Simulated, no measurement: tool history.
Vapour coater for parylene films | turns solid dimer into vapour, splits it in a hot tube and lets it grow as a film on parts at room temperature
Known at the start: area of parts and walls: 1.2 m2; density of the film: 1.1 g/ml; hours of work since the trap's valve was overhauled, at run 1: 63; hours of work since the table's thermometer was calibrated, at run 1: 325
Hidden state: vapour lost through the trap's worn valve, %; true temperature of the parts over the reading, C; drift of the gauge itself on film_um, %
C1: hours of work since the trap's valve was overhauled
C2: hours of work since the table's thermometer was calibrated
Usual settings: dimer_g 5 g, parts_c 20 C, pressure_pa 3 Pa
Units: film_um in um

Run 1, hour 0: usual settings; C1 63; C2 325. Result: film_um 2.606 um.
Run 2, hour 18.7: usual settings but dimer_g 2 g; C1 79; C2 341. Result: film_um 1.044 um.
Run 3, hour 62.2: usual settings; C1 117; C2 379. Result: film_um 2.58 um.
Run 4, hour 103.3: usual settings; C1 153; C2 415. Result: film_um 2.581 um.
Run 5, hour 129: usual settings; C1 175; C2 437. Result: film_um 2.57 um.
Run 6, hour 160.2: usual settings; C1 203; C2 464. Result: film_um 2.589 um.
Run 7, hour 201.8: usual settings; C1 239; C2 500. Result: film_um 2.591 um.
Run 8, hour 237.8: usual settings; C1 270; C2 532. Result: film_um 2.586 um.
Run 9, hour 257.4: usual settings; C1 287; C2 549. Result: film_um 2.566 um.
At hour 278.7: trap's valve overhauled.
Run 10, hour 284.9: usual settings but parts_c 15 C; C1 5; C2 569. Result: film_um 3.176 um.
Run 11, hour 305.5: usual settings but dimer_g 4 g; C1 23; C2 587. Result: film_um 2.047 um.
Run 12, hour 333.6: usual settings but dimer_g 2 g; C1 48; C2 612. Result: film_um 1.034 um.
Run 13, hour 352.5: usual settings but dimer_g 2 g; C1 64; C2 628. Result: film_um 1.047 um.
Run 14, hour 383.4: usual settings but dimer_g 2 g; C1 91; C2 655. Result: film_um 1.024 um.
Run 15, hour 413.8: usual settings but dimer_g 7 g; C1 118; C2 681. Result: film_um 3.604 um.
Run 16, hour 445: usual settings but dimer_g 7 g; C1 145; C2 709. Result: film_um 3.595 um.
Run 17, hour 488.7: usual settings but dimer_g 7 g; C1 183; C2 747. Result: film_um 3.568 um.
Run 18, hour 514.7: usual settings but dimer_g 3 g; C1 205; C2 769. Result: film_um 1.541 um.
Run 19, hour 554.8: usual settings but dimer_g 3 g; C1 240; C2 804. Result: film_um 1.54 um.
Run 20, hour 587: usual settings; C1 268; C2 832. Result: film_um 2.567 um.
Run 21, hour 622.2: usual settings; C1 299; C2 863. Result: film_um 2.541 um.
At hour 628.3: trap's valve overhauled.
Run 22, hour 658.6: usual settings; C1 26; C2 891. Result: film_um 2.549 um.
Run 23, hour 681.5: usual settings but dimer_g 9 g; C1 46; C2 911. Result: film_um 4.577 um.
Run 24, hour 713.9: usual settings but dimer_g 9 g, parts_c 19 C; C1 75; C2 939. Result: film_um 4.788 um.
Run 25, hour 739: usual settings but dimer_g 9 g, parts_c 19 C; C1 96; C2 961. Result: film_um 4.787 um.
Run 26, hour 774.3: usual settings but dimer_g 9 g, parts_c 19 C; C1 127; C2 992. Result: film_um 4.757 um.
Run 27, hour 812.8: usual settings but dimer_g 6 g, parts_c 19 C; C1 161; C2 1025. Result: film_um 3.171 um.
Run 28, hour 849.8: usual settings but parts_c 16 C, pressure_pa 4.85 Pa; C1 193; C2 1058. Result: film_um 2.794 um.
At hour 868.9: gauge calibrated.
Run 29, hour 874.5: usual settings but dimer_g 8 g, parts_c 32 C, pressure_pa 8.67 Pa; C1 214; C2 1079. Result: film_um 2.12 um.
Run 30, hour 917.5: usual settings but dimer_g 8 g, parts_c 28 C, pressure_pa 5.7 Pa; C1 252; C2 1117. Result: film_um 2.682 um.
Run 31, hour 957.8: usual settings but dimer_g 8 g, parts_c 28 C, pressure_pa 8.53 Pa; C1 287; C2 1152. Result: film_um 2.501 um.
At hour 979.8: trap's valve overhauled.
Run 32, hour 995: usual settings but dimer_g 8 g, parts_c 28 C, pressure_pa 8.53 Pa; C1 13; C2 1181. Result: film_um 2.521 um.
Run 33, hour 1039.1: usual settings but dimer_g 8 g, parts_c 28 C, pressure_pa 8.53 Pa; C1 52; C2 1219. Result: film_um 2.511 um.
Run 34, hour 1063.9: usual settings but dimer_g 3 g, parts_c 17 C, pressure_pa 10.16 Pa; C1 73; C2 1241. Result: film_um 1.482 um.
Run 35, hour 1090: usual settings but dimer_g 4 g, parts_c 31 C, pressure_pa 2.48 Pa; C1 96; C2 1263. Result: film_um 1.332 um.
At hour 1094.8: table's thermometer calibrated.
Run 36, hour 1128.8: usual settings but dimer_g 4 g, parts_c 29 C; C1 129; C2 30. Result: film_um 1.423 um.
Run 37, hour 1150.8: usual settings but dimer_g 2 g, parts_c 14 C; C1 148; C2 49. Result: film_um 1.322 um.
Run 38, hour 1174.1: usual settings but dimer_g 2 g, parts_c 14 C; C1 168; C2 69. Result: film_um 1.316 um.
Run 39, hour 1206: usual settings but dimer_g 3 g, parts_c 27 C, pressure_pa 6.49 Pa; C1 196; C2 97. Result: film_um 1.013 um.
Run 40, hour 1223.8: usual settings but dimer_g 7 g, parts_c 19 C, pressure_pa 4.82 Pa; C1 212; C2 112. Result: film_um 3.489 um.
Run 41, hour 1245.6: usual settings but dimer_g 7 g, parts_c 19 C, pressure_pa 4.82 Pa; C1 231; C2 131. Result: film_um 3.508 um.
Run 42, hour 1280.4: usual settings but dimer_g 4 g, parts_c 21 C; C1 261; C2 162. Result: film_um 1.97 um.
Run 43, hour 1299: usual settings but dimer_g 9 g, parts_c 26 C, pressure_pa 2.72 Pa; C1 277; C2 178. Result: film_um 3.646 um.
Run 44, hour 1322.3: usual settings but dimer_g 4 g, parts_c 26 C, pressure_pa 2.72 Pa; C1 297; C2 198. Result: film_um 1.625 um.
At hour 1330.9: trap's valve overhauled.
Run 45, hour 1355.1: usual settings but dimer_g 4 g, parts_c 26 C, pressure_pa 2.72 Pa; C1 21; C2 223. Result: film_um 1.615 um.
Run 46, hour 1377.1: usual settings but dimer_g 4 g, parts_c 26 C, pressure_pa 2.72 Pa; C1 40; C2 242. Result: film_um 1.614 um.

The same runs without the tool's hidden state, with the same run-to-run variation:
run  film_um
  1    2.607
  2    1.045
  3    2.586
  4    2.591
  5    2.582
  6    2.603
  7    2.608
  8    2.606
  9    2.588
 10    3.201
 11    2.064
 12    1.044
 13    1.057
 14    1.035
 15    3.646
 16     3.64
 17    3.618
 18    1.564
 19    1.565
 20     2.61
 21    2.587
 22    2.594
 23    4.662
 24    4.882
 25    4.884
 26     4.86
 27    3.243
 28    2.861
 29    2.126
 30    2.693
 31    2.514
 32    2.532
 33    2.526
 34    1.492
 35    1.342
 36    1.433
 37    1.333
 38    1.327
 39    1.022
 40    3.525
 41    3.546
 42    1.993
 43    3.691
 44    1.646
 45    1.635
 46    1.636

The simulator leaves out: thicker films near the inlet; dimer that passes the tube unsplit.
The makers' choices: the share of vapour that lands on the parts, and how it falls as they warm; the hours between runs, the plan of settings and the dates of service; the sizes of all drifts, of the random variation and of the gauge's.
